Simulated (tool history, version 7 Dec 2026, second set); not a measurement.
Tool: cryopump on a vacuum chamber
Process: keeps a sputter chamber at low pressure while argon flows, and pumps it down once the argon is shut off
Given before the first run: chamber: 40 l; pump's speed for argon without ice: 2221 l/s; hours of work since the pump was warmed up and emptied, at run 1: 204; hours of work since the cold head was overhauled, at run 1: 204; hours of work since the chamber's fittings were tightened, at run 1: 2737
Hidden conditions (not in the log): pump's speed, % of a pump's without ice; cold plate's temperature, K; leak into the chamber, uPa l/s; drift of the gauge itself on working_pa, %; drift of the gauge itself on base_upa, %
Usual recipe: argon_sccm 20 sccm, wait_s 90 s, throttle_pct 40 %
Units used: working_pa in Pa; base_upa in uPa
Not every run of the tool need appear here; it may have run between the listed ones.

| run | hour | argon_sccm | wait_s | throttle_pct | hours of work since the pump was warmed up and emptied | hours of work since the cold head was overhauled | hours of work since the chamber's fittings were tightened | working_pa | base_upa |
|---|---|---|---|---|---|---|---|---|---|
| 1 | 0 | 20 | 90 | 40 | 204 | 204 | 2737 | 0.0386 | 1.93 |
| 2 | 10.3 | 20 | 90 | 40 | 213 | 213 | 2746 | 0.0389 | 1.97 |
| 3 | 20.4 | 20 | 90 | 40 | 222 | 222 | 2755 | 0.0382 | 1.96 |
|  | 24.8 | leaking fittings of the chamber tightened, without venting |
| 4 | 29.6 | 20 | 90 | 48 | 229 | 229 | 4 | 0.0325 | 0.34 |
| 5 | 41.9 | 20 | 90 | 48 | 240 | 240 | 15 | 0.0328 | 0.31 |
| 6 | 52.8 | 20 | 90 | 36 | 249 | 249 | 25 | 0.0434 | 0.35 |
| 7 | 65 | 20 | 90 | 40 | 260 | 260 | 36 | 0.0392 | 0.32 |
| 8 | 77 | 20 | 90 | 40 | 271 | 271 | 46 | 0.039 | 0.32 |
| 9 | 87.4 | 20 | 90 | 40 | 280 | 280 | 56 | 0.0387 | 0.37 |
| 10 | 99.2 | 20 | 90 | 60 | 290 | 290 | 66 | 0.0268 | 0.39 |
| 11 | 111.5 | 20 | 31 | 40 | 301 | 301 | 77 | 0.0393 | 0.64 |
| 12 | 124 | 20 | 31 | 40 | 312 | 312 | 88 | 0.0395 | 0.66 |
| 13 | 137.5 | 20 | 31 | 40 | 325 | 325 | 100 | 0.0396 | 0.73 |
| 14 | 146.9 | 20 | 90 | 40 | 333 | 333 | 108 | 0.039 | 0.4 |
| 15 | 157.4 | 20 | 90 | 40 | 342 | 342 | 118 | 0.039 | 0.39 |
| 16 | 172.6 | 20 | 90 | 40 | 356 | 356 | 131 | 0.0392 | 0.42 |
| 17 | 184.3 | 20 | 77 | 40 | 366 | 366 | 142 | 0.0396 | 0.46 |
| 18 | 198.1 | 8 | 25 | 27 | 378 | 378 | 154 | 0.0231 | 0.85 |
| 19 | 205 | 8 | 25 | 27 | 384 | 384 | 160 | 0.0229 | 0.9 |
| 20 | 219.5 | 8 | 21 | 27 | 397 | 397 | 173 | 0.0232 | 0.96 |
| 21 | 228.4 | 12 | 90 | 40 | 405 | 405 | 181 | 0.024 | 0.43 |
| 22 | 243.7 | 20 | 68 | 17 | 419 | 419 | 194 | 0.0911 | 0.48 |
| 23 | 250.7 | 20 | 68 | 17 | 425 | 425 | 201 | 0.0907 | 0.48 |
| 24 | 257.4 | 17 | 30 | 17 | 431 | 431 | 206 | 0.0777 | 0.72 |
| 25 | 263.8 | 25 | 90 | 16 | 437 | 437 | 212 | 0.1205 | 0.45 |
| 26 | 270.9 | 25 | 178 | 22 | 443 | 443 | 218 | 0.0884 | 0.39 |
| 27 | 279.4 | 25 | 178 | 22 | 450 | 450 | 226 | 0.0887 | 0.37 |
| 28 | 286.6 | 25 | 178 | 22 | 457 | 457 | 232 | 0.0882 | 0.38 |
| 29 | 300.7 | 18 | 178 | 22 | 469 | 469 | 245 | 0.0641 | 0.41 |
| 30 | 312.9 | 14 | 90 | 40 | 480 | 480 | 256 | 0.0282 | 0.47 |
| 31 | 325.4 | 20 | 201 | 33 | 491 | 491 | 267 | 0.0479 | 0.38 |
| 32 | 334.4 | 9 | 38 | 40 | 499 | 499 | 275 | 0.0179 | 0.7 |
| 33 | 346.4 | 9 | 280 | 51 | 510 | 510 | 285 | 0.0141 | 0.39 |
| 34 | 355.6 | 20 | 31 | 40 | 518 | 518 | 294 | 0.0398 | 0.84 |

Forecast each of these 3 alternatives for the next run:
| A | 363.4 | 28 | 112 | 21 | 525 | 525 | 300 | ? | ? |
| B | 363.4 | 21 | 74 | 59 | 525 | 525 | 300 | ? | ? |
| C | 363.4 | 20 | 90 | 33 | 525 | 525 | 300 | ? | ? |

| run | working_pa | base_upa |
|---|---|---|
| A | 0.104 | 0.49 |
| B | 0.0291 | 0.55 |
| C | 0.0481 | 0.51 |
What these runs would have given with no unlogged condition in the tool:
| run | working_pa | base_upa |
|---|---|---|
| A | 0.1012 | 0.28 |
| B | 0.027 | 0.34 |
| C | 0.0461 | 0.3 |

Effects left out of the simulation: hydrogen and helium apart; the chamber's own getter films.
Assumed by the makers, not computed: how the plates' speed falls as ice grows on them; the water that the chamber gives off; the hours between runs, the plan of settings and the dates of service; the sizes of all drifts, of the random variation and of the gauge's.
